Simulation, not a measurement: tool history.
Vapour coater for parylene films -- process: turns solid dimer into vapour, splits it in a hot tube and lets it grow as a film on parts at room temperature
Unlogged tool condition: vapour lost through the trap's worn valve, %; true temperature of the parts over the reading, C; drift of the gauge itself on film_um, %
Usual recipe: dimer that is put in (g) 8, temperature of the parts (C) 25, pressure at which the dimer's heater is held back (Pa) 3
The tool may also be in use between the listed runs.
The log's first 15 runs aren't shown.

run	hour	dimer that is put in (g)	temperature of the parts (C)	pressure at which the dimer's heater is held back (Pa)	hours of work since the trap's valve was overhauled	hours of work since the table's thermometer was calibrated	thickness of the film (nm)
16	217.9	8	25	3	116	773	7490
17	235	8	25	3.13	131	788	7370
18	245.9	4	18	2.64	141	797	4390
19	264.8	8	25	10.69	158	814	5560
20	281.2	8	25	5.41	172	828	6470
21	297.4	8	33	4.57	186	842	4640
22	312	8	29	2.36	199	855	6460
23	322.6	13	18	3.93	208	864	14200
24	338	4	23	2.61	221	878	4230
25	351.4	13	18	8.68	233	889	13100
26	364.2	13	18	8.68	244	901	13140
27	379	13	18	8.68	257	914	13090
28	389.8	13	30	8.68	267	923	7330
29	399.6	8	30	6.07	275	932	4940
30	409.7	4	29	2.09	284	940	3360
31	429.9	10	23	2.18	302	958	10720
32	438.9	6	23	4.3	310	966	5610
33	450.2	6	23	4.3	320	976	5560
34	461.9	3	31	4.3	330	986	1900

Alternative continuations, all from the tool just after run 34; predict every row:
A	476.6	3	31	2.43	343	999	?
B	476.6	3	34	4.3	343	999	?
C	476.6	3	19	4.3	343	999	?

run	thickness of the film (nm)
A	2150
B	1640
C	3210
The same runs, with their run-to-run variation unchanged, on a tool lacking any hidden condition would have given:
run	thickness of the film (nm)
A	2110
B	1600
C	3320

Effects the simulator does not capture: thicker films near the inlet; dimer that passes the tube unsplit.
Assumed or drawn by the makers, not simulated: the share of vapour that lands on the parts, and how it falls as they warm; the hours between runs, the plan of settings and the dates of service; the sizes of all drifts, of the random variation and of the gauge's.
